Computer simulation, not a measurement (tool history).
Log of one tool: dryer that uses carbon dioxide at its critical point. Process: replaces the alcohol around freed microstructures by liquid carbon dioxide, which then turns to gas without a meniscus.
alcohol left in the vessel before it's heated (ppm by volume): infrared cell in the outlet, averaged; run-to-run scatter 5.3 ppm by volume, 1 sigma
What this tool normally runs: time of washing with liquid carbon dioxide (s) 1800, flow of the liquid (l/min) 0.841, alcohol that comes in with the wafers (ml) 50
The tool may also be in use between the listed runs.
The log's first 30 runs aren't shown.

| run | hour | time of washing with liquid carbon dioxide (s) | flow of the liquid (l/min) | alcohol that comes in with the wafers (ml) | hours of work since the filter was changed | hours of work since the purifier's bed was changed | alcohol left in the vessel before it's heated (ppm by volume) |
|---|---|---|---|---|---|---|---|
| 31 | 844.3 | 2220 | 0.540 | 87 | 316 | 371 | 674 |
| 32 | 866.6 | 1080 | 0.940 | 80 | 329 | 384 | 1068 |
| 33 | 899.9 | 1080 | 0.841 | 31 | 348 | 403 | 586 |
| 34 | 924.5 | 1860 | 1.075 | 50 | 362 | 417 | 74 |
| 35 | 951.4 | 1560 | 0.586 | 63 | 378 | 433 | 1151 |
| 36 | 980.3 | 1380 | 0.816 | 39 | 394 | 450 | 412 |
| 37 | 1000.5 | 2160 | 0.816 | 27 | 406 | 461 | 79 |
| 38 | 1025.0 | 2400 | 0.833 | 89 | 420 | 475 | 105 |
| 39 | 1053.0 | 2400 | 0.833 | 89 | 436 | 491 | 104 |
| 40 | 1088.0 | 2400 | 0.833 | 89 | 456 | 512 | 114 |
| 41 | 1113.6 | 1800 | 0.841 | 72 | 471 | 526 | 276 |

4 options for the next run, each taken on its own from the tool as it stands now. Forecast them:
| A | 1147.2 | 1740 | 0.696 | 102 | 491 | 546 | ? |
| B | 1147.2 | 1920 | 0.806 | 34 | 491 | 546 | ? |
| C | 1147.2 | 1800 | 0.585 | 21 | 491 | 546 | ? |
| D | 1147.2 | 1200 | 0.841 | 50 | 491 | 546 | ? |

| run | alcohol left in the vessel before it's heated (ppm by volume) |
|---|---|
| A | 835 |
| B | 147 |
| C | 306 |
| D | 747 |
Had the tool no hidden state, the same runs would have come out as:
| run | alcohol left in the vessel before it's heated (ppm by volume) |
|---|---|
| A | 588 |
| B | 76 |
| C | 207 |
| D | 551 |

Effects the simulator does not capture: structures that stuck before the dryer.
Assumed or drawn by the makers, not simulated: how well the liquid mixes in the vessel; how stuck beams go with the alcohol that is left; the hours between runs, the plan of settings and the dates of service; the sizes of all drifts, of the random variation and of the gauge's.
